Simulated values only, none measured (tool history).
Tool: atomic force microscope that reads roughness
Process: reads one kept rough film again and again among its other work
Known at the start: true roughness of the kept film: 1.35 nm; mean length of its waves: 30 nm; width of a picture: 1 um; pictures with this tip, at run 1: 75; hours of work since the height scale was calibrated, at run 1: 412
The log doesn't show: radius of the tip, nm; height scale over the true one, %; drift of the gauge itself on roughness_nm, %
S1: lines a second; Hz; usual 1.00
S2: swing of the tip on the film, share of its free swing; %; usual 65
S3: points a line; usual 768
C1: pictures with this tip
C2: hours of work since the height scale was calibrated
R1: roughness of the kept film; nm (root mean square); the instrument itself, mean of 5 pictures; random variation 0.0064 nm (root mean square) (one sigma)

Run 1, hour 0.0: usual settings; C1 75; C2 412. Result: R1 1.185 nm (root mean square).
Run 2, hour 30.0: usual settings; C1 123; C2 427. Result: R1 1.147 nm (root mean square).
Run 3, hour 67.3: usual settings; C1 183; C2 445. Result: R1 1.117 nm (root mean square).
At hour 81.3: new tip fitted.
Run 4, hour 101.8: usual settings; C1 33; C2 462. Result: R1 1.215 nm (root mean square).
Run 5, hour 125.3: usual settings; C1 71; C2 473. Result: R1 1.193 nm (root mean square).
Run 6, hour 143.7: usual settings; C1 101; C2 482. Result: R1 1.167 nm (root mean square).
Run 7, hour 169.6: usual settings; C1 142; C2 495. Result: R1 1.146 nm (root mean square).
Run 8, hour 187.3: usual settings; C1 171; C2 503. Result: R1 1.126 nm (root mean square).
At hour 207.2: new tip fitted.
Run 9, hour 215.0: usual settings but S2 80 %; C1 13; C2 516. Result: R1 1.169 nm (root mean square).
Run 10, hour 237.0: usual settings but S2 80 %; C1 48; C2 527. Result: R1 1.159 nm (root mean square).
Run 11, hour 272.1: usual settings; C1 105; C2 544. Result: R1 1.169 nm (root mean square).
Run 12, hour 308.9: usual settings; C1 164; C2 562. Result: R1 1.127 nm (root mean square).
At hour 333.1: new tip fitted.
Run 13, hour 349.2: usual settings but S2 79 %; C1 26; C2 581. Result: R1 1.175 nm (root mean square).
Run 14, hour 375.8: usual settings but S2 79 %; C1 69; C2 594. Result: R1 1.148 nm (root mean square).
Run 15, hour 396.1: usual settings but S2 79 %; C1 102; C2 604. Result: R1 1.118 nm (root mean square).
Run 16, hour 423.3: usual settings but S3 912; C1 146; C2 617. Result: R1 1.142 nm (root mean square).
Run 17, hour 450.6: usual settings but S3 912; C1 190; C2 631. Result: R1 1.124 nm (root mean square).
At hour 461.1: new tip fitted.
Run 18, hour 474.2: usual settings but S1 2.09 Hz, S3 912; C1 21; C2 642. Result: R1 1.181 nm (root mean square).
Run 19, hour 504.6: usual settings but S1 1.83 Hz; C1 70; C2 657. Result: R1 1.165 nm (root mean square).
Run 20, hour 523.0: usual settings but S1 1.83 Hz, S3 804; C1 100; C2 666. Result: R1 1.138 nm (root mean square).
Run 21, hour 562.1: usual settings; C1 163; C2 685. Result: R1 1.129 nm (root mean square).
At hour 587.2: new tip fitted.
Run 22, hour 595.6: usual settings; C1 14; C2 701. Result: R1 1.221 nm (root mean square).
Run 23, hour 627.2: usual settings but S3 500; C1 65; C2 716. Result: R1 1.181 nm (root mean square).
Run 24, hour 649.8: usual settings but S2 63 %; C1 101; C2 727. Result: R1 1.176 nm (root mean square).
Run 25, hour 685.3: usual settings but S2 63 %; C1 159; C2 744. Result: R1 1.140 nm (root mean square).
Run 26, hour 710.6: usual settings but S3 385; C1 199; C2 757. Result: R1 1.099 nm (root mean square).
At hour 712.7: new tip fitted.
Run 27, hour 737.5: usual settings but S3 385; C1 40; C2 769. Result: R1 1.197 nm (root mean square).
Run 28, hour 764.8: usual settings but S2 74 %, S3 346; C1 84; C2 783. Result: R1 1.147 nm (root mean square).
Run 29, hour 793.7: usual settings but S3 509; C1 131; C2 797. Result: R1 1.151 nm (root mean square).
Run 30, hour 813.9: usual settings but S1 1.16 Hz, S2 57 %, S3 720; C1 163; C2 807. Result: R1 1.133 nm (root mean square).
At hour 839.1: new tip fitted.
Run 31, hour 848.2: usual settings but S1 1.31 Hz, S2 57 %, S3 483; C1 15; C2 823. Result: R1 1.219 nm (root mean square).
Run 32, hour 869.6: usual settings but S1 1.31 Hz, S2 57 %, S3 483; C1 49; C2 833. Result: R1 1.211 nm (root mean square).
Run 33, hour 887.8: usual settings but S1 1.31 Hz, S2 57 %, S3 483; C1 78; C2 842. Result: R1 1.194 nm (root mean square).
At hour 892.1: height scale calibrated on a step standard.
Run 34, hour 921.8: usual settings but S1 1.49 Hz, S2 62 %, S3 308; C1 132; C2 14. Result: R1 1.121 nm (root mean square).
Run 35, hour 938.4: usual settings but S1 1.49 Hz, S2 62 %, S3 308; C1 158; C2 22. Result: R1 1.103 nm (root mean square).
Run 36, hour 963.0: usual settings but S1 1.49 Hz, S2 62 %, S3 308; C1 198; C2 34. Result: R1 1.085 nm (root mean square).
At hour 966.0: new tip fitted.
At hour 991.0: height scale calibrated on a step standard, once more.
Run 37, hour 997.4: usual settings but S1 0.70 Hz, S2 57 %, S3 308; C1 49; C2 3. Result: R1 1.230 nm (root mean square).
Run 38, hour 1030.3: usual settings but S3 499; C1 102; C2 19. Result: R1 1.170 nm (root mean square).
Run 39, hour 1061.1: usual settings but S1 0.56 Hz, S3 750; C1 152; C2 34. Result: R1 1.172 nm (root mean square).

Forecast run 40:
At hour 1095.2: new tip fitted.
Run 40, hour 1095.2: usual settings but S1 0.56 Hz, S3 750; C1 0; C2 50. Result: R1 ?.

Run 40 gave R1 1.268 nm (root mean square).
Without the tool's hidden state the same run would have given R1 1.267 nm (root mean square).
